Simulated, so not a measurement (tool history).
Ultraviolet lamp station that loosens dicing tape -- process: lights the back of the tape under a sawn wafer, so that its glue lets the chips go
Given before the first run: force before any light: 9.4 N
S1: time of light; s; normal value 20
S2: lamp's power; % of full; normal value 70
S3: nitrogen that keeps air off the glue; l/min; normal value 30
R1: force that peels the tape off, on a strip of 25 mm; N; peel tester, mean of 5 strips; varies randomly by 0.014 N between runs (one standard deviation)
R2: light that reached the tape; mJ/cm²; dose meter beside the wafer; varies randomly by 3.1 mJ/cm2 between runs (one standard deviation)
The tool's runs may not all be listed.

Run 1, hour 0.0: usual settings. Result: R1 0.838 N, R2 411 mJ/cm².
Run 2, hour 31.5: usual settings. Result: R1 0.857 N, R2 410 mJ/cm².
Run 3, hour 57.3: usual settings. Result: R1 0.838 N, R2 400 mJ/cm².
Run 4, hour 87.3: usual settings. Result: R1 0.825 N, R2 400 mJ/cm².
Run 5, hour 103.6: usual settings. Result: R1 0.868 N, R2 400 mJ/cm².
Run 6, hour 128.3: usual settings but S2 90 % of full. Result: R1 0.501 N, R2 509 mJ/cm².
Run 7, hour 153.3: usual settings but S2 90 % of full. Result: R1 0.509 N, R2 512 mJ/cm².
At hour 155.7: window cleaned of glue's vapour.
Run 8, hour 176.3: usual settings but S2 90 % of full. Result: R1 0.528 N, R2 493 mJ/cm².
Run 9, hour 202.6: usual settings but S2 90 % of full. Result: R1 0.534 N, R2 498 mJ/cm².
Run 10, hour 217.3: usual settings but S1 15 s, S2 76 % of full, S3 35 l/min. Result: R1 1.232 N, R2 316 mJ/cm².
Run 11, hour 242.8: usual settings but S1 15 s, S2 89 % of full, S3 11 l/min. Result: R1 2.111 N, R2 365 mJ/cm².
At hour 262.3: window cleaned of glue's vapour, once more.
Run 12, hour 273.4: usual settings but S1 15 s, S2 89 % of full, S3 11 l/min. Result: R1 1.765 N, R2 398 mJ/cm².
Run 13, hour 300.5: usual settings but S1 28 s, S3 18 l/min. Result: R1 0.598 N, R2 580 mJ/cm².
Run 14, hour 328.0: usual settings but S1 10 s, S3 54 l/min. Result: R1 1.964 N, R2 203 mJ/cm².
Run 15, hour 361.2: usual settings but S1 12 s, S2 90 % of full. Result: R1 1.339 N, R2 317 mJ/cm².
Run 16, hour 382.1: usual settings but S1 12 s, S2 90 % of full. Result: R1 1.366 N, R2 320 mJ/cm².

Alternative continuations, all from the tool just after run 16; predict every row:
Run A, hour 397.7: usual settings but S1 19 s, S2 63 % of full. Result: R1 ?, R2 ?.
Run B, hour 397.7: usual settings but S1 18 s, S2 65 % of full. Result: R1 ?, R2 ?.
Run C, hour 397.7: usual settings but S1 12 s, S2 83 % of full. Result: R1 ?, R2 ?.

run     R1   R2
  A  1.142  348
  B  1.160  344
  C  1.535  292
With no hidden state in the tool, these same runs would have given:
run     R1   R2
  A  0.895  394
  B  0.911  389
  C  1.236  330
